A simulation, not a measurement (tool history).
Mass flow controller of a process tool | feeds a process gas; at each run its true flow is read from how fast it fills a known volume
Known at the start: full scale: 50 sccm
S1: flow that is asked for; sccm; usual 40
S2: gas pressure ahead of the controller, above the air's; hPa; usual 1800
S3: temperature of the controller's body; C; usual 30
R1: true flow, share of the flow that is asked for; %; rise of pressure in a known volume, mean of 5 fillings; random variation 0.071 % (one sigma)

run	hour	S1	S2	S3	R1
1	0	40	1800	30	98.11
2	343.3	40	1800	35	98.35
3	628.6	40	1800	30	97.93
4	907.3	40	1800	30	97.83
5	1230.7	40	1800	28	97.6
6	1431.3	40	1800	28	97.65
7	1721.9	40	1800	21	96.99
8	1893.1	40	1800	21	97.02
9	2229.1	32	1800	30	96.85
10	2429.8	32	1800	30	96.86
11	2743.3	32	1800	30	96.69
12	3163.6	32	2610	30	96.72
13	3413.6	7	1840	29	87.51
14	3719.1	7	1840	29	87.35
15	3994.7	28	1800	29	95.99
16	4275.1	21	1800	29	94.52
# hour 4348.6: controller's zero set anew
17	4525.9	40	1800	20	98.07
18	4838.3	14	2620	26	97.24
19	5092.8	40	1800	32	99.19
20	5485.1	40	1800	34	99.22
21	5799.8	40	1800	34	99.25
22	6202.7	40	1800	34	99.17

4 ways to go on from here, each from the tool as it stands after run 22. What would each give?
A	6443.3	8	1520	30	?
B	6443.3	26	1800	30	?
C	6443.3	40	2160	27	?
D	6443.3	12	1980	23	?

run	R1
A	96
B	97.92
C	98.47
D	96.04
Without the tool's hidden state the same runs would have given:
run	R1
A	98.22
B	99.18
C	99.58
D	97.8
